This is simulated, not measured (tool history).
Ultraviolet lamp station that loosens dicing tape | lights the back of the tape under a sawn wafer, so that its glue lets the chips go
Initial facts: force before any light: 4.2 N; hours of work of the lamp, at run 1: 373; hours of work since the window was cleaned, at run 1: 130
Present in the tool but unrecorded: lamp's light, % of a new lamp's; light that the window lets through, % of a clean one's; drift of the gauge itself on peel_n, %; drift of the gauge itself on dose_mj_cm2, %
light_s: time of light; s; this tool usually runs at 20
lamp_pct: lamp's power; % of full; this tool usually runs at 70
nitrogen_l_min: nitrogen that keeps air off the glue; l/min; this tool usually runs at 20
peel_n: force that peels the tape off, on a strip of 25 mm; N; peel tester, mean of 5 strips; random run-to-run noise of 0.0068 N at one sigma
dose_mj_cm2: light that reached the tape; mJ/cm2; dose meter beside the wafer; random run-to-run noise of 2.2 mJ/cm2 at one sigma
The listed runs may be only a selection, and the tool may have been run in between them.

| run | hour | light_s | lamp_pct | nitrogen_l_min | hours of work of the lamp | hours of work since the window was cleaned | peel_n | dose_mj_cm2 |
|---|---|---|---|---|---|---|---|---|
| 1 | 0 | 20 | 70 | 20 | 373 | 130 | 0.38 | 154 |
| 2 | 9.7 | 20 | 70 | 20 | 377 | 134 | 0.401 | 155 |
| 3 | 27.2 | 20 | 70 | 20 | 385 | 142 | 0.387 | 146 |
| 4 | 48.1 | 20 | 70 | 20 | 394 | 151 | 0.391 | 149 |
| 5 | 64.2 | 20 | 70 | 20 | 401 | 158 | 0.41 | 156 |
| 6 | 74.9 | 20 | 70 | 20 | 406 | 163 | 0.414 | 148 |
| 7 | 95.6 | 20 | 70 | 20 | 415 | 172 | 0.429 | 148 |
| 8 | 108.7 | 20 | 68 | 20 | 420 | 177 | 0.448 | 143 |
| 9 | 124.7 | 37 | 70 | 20 | 427 | 184 | 0.108 | 272 |
| 10 | 141.1 | 37 | 70 | 7 | 435 | 191 | 0.278 | 265 |
| 11 | 161.2 | 30 | 70 | 9 | 443 | 200 | 0.368 | 217 |
| 12 | 176.4 | 28 | 94 | 26 | 450 | 207 | 0.1 | 270 |
|  | 178.9 | window cleaned of glue's vapour |
| 13 | 194.9 | 36 | 91 | 16 | 458 | 7 | 0.101 | 309 |
| 14 | 208.8 | 36 | 91 | 16 | 464 | 13 | 0.096 | 312 |
| 15 | 229.2 | 25 | 65 | 9 | 473 | 22 | 0.711 | 151 |
| 16 | 240.6 | 18 | 70 | 20 | 478 | 27 | 0.67 | 116 |
| 17 | 252.2 | 20 | 90 | 8 | 483 | 32 | 0.656 | 168 |
| 18 | 275.2 | 20 | 70 | 13 | 493 | 42 | 0.748 | 127 |
|  | 289.9 | window cleaned of glue's vapour, once more |
| 19 | 291.5 | 20 | 96 | 13 | 500 | 1 | 0.285 | 206 |

What if the next run were any one of these 4? Each begins from the tool's condition after run 19:
| A | 303.5 | 28 | 89 | 11 | 505 | 6 | ? | ? |
| B | 303.5 | 20 | 61 | 20 | 505 | 6 | ? | ? |
| C | 303.5 | 20 | 96 | 14 | 505 | 6 | ? | ? |
| D | 303.5 | 15 | 90 | 30 | 505 | 6 | ? | ? |

| run | peel_n | dose_mj_cm2 |
|---|---|---|
| A | 0.18 | 267 |
| B | 0.545 | 127 |
| C | 0.268 | 198 |
| D | 0.326 | 140 |
Without the tool's hidden state the same runs would have given:
| run | peel_n | dose_mj_cm2 |
|---|---|---|
| A | 0.097 | 349 |
| B | 0.316 | 167 |
| C | 0.14 | 261 |
| D | 0.176 | 185 |
